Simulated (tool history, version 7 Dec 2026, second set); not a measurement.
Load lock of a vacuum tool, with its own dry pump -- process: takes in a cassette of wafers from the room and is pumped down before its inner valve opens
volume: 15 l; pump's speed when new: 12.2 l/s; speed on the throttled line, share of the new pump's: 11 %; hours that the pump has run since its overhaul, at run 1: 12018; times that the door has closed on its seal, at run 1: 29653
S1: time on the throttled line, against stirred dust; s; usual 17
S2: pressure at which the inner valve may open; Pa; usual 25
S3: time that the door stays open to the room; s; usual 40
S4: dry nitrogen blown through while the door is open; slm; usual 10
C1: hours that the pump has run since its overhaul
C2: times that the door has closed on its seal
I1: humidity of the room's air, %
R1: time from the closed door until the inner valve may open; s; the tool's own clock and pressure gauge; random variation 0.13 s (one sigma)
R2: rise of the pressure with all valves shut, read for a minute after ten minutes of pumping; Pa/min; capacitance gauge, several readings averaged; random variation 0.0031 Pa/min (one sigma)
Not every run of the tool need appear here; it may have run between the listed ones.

run	hour	S1	S2	S3	S4	C1	C2	I1	R1	R2
1	0.0	17	25	40	10	12018	29653	43.3	26.7	0.129
2	292.3	17	23	40	10	12311	30982	47.5	26.9	0.128
3	672.2	17	25	40	10	12691	32710	44.8	27.0	0.135
4	922.0	17	25	40	10	12940	33846	44.2	27.0	0.138
5	1240.6	17	24	40	10	13259	35295	41.9	27.0	0.140
6	1495.4	26	25	40	10	13514	36454	46.0	34.8	0.149
7	1859.5	26	25	40	10	13878	38110	48.1	35.1	0.160
8	2053.8	17	25	40	10	14072	38993	42.3	27.2	0.155
9	2439.8	21	25	40	10	14458	40749	46.8	30.8	0.159
10	2642.4	10	20	109	10	14661	41670	44.6	21.4	0.196
11	2829.3	10	24	53	42	14848	42520	49.6	21.2	0.141
12	3187.5	10	24	119	35	15206	44149	42.2	21.4	0.153
13	3479.6	10	29	46	11	15498	45477	41.6	20.7	0.180

Forecast run 14:
14	3787.3	15	27	235	11	15806	46877	43.8	?	?

{"run 14": {"R1": 25.8, "R2": 0.228}}
Minus the tool's unlogged condition, the same run would have read R1 23.8 s, R2 0.103 Pa/min.

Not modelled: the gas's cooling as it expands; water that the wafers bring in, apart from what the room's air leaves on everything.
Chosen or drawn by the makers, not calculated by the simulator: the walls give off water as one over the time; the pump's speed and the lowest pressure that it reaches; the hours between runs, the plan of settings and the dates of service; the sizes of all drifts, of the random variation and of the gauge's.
